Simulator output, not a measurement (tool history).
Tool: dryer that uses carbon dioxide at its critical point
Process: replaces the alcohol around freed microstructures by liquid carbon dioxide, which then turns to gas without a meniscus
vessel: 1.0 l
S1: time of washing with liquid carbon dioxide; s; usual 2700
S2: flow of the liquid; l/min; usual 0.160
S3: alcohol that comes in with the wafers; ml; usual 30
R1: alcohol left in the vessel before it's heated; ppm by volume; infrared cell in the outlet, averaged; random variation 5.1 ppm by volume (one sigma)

run 1 hour=0.0 | S1=2700 S2=0.160 S3=30 | R1=129
run 2 hour=5.8 | S1=2700 S2=0.160 S3=40 | R1=162
run 3 hour=12.1 | S1=3720 S2=0.160 S3=40 | R1=28
run 4 hour=20.1 | S1=3720 S2=0.160 S3=40 | R1=34
run 5 hour=31.8 | S1=3720 S2=0.160 S3=40 | R1=33
-- hour=40.7 inlet filter changed
run 6 hour=42.4 | S1=2700 S2=0.160 S3=60 | R1=126
run 7 hour=48.2 | S1=2700 S2=0.200 S3=30 | R1=26
run 8 hour=58.8 | S1=2700 S2=0.200 S3=30 | R1=27
run 9 hour=72.6 | S1=2700 S2=0.182 S3=30 | R1=31
run 10 hour=78.9 | S1=2700 S2=0.182 S3=30 | R1=43
run 11 hour=90.1 | S1=2700 S2=0.182 S3=30 | R1=34
run 12 hour=102.5 | S1=2640 S2=0.160 S3=30 | R1=88
run 13 hour=112.3 | S1=2640 S2=0.160 S3=30 | R1=90
run 14 hour=124.8 | S1=2700 S2=0.246 S3=30 | R1=16
run 15 hour=137.1 | S1=2700 S2=0.246 S3=30 | R1=12
run 16 hour=146.7 | S1=2700 S2=0.160 S3=30 | R1=80
run 17 hour=157.0 | S1=2700 S2=0.160 S3=30 | R1=93
run 18 hour=167.3 | S1=2700 S2=0.160 S3=30 | R1=78
run 19 hour=180.4 | S1=2220 S2=0.131 S3=47 | R1=808
run 20 hour=190.5 | S1=2820 S2=0.131 S3=74 | R1=430
run 21 hour=201.9 | S1=1800 S2=0.186 S3=117 | R1=1154
run 22 hour=211.6 | S1=2700 S2=0.098 S3=30 | R1=785
run 23 hour=218.5 | S1=2700 S2=0.098 S3=30 | R1=779
run 24 hour=229.7 | S1=2700 S2=0.098 S3=30 | R1=785
run 25 hour=236.4 | S1=1980 S2=0.153 S3=30 | R1=475
run 26 hour=247.2 | S1=1680 S2=0.180 S3=23 | R1=382
run 27 hour=260.8 | S1=2640 S2=0.180 S3=43 | R1=83
run 28 hour=266.6 | S1=2640 S2=0.180 S3=43 | R1=81
run 29 hour=277.7 | S1=2640 S2=0.180 S3=43 | R1=86
run 30 hour=288.0 | S1=2220 S2=0.183 S3=52 | R1=223
run 31 hour=300.5 | S1=2220 S2=0.183 S3=52 | R1=233

3 ways to go on from here, each from the tool as it stands after run 31. What would each give?
run A hour=308.5 | S1=2220 S2=0.123 S3=52 | R1=?
run B hour=308.5 | S1=2520 S2=0.173 S3=52 | R1=?
run C hour=308.5 | S1=2400 S2=0.183 S3=101 | R1=?

run=A R1=1322
run=B R1=161
run=C R1=291
Without the tool's hidden state the same runs would have given:
run=A R1=990
run=B R1=96
run=C R1=181
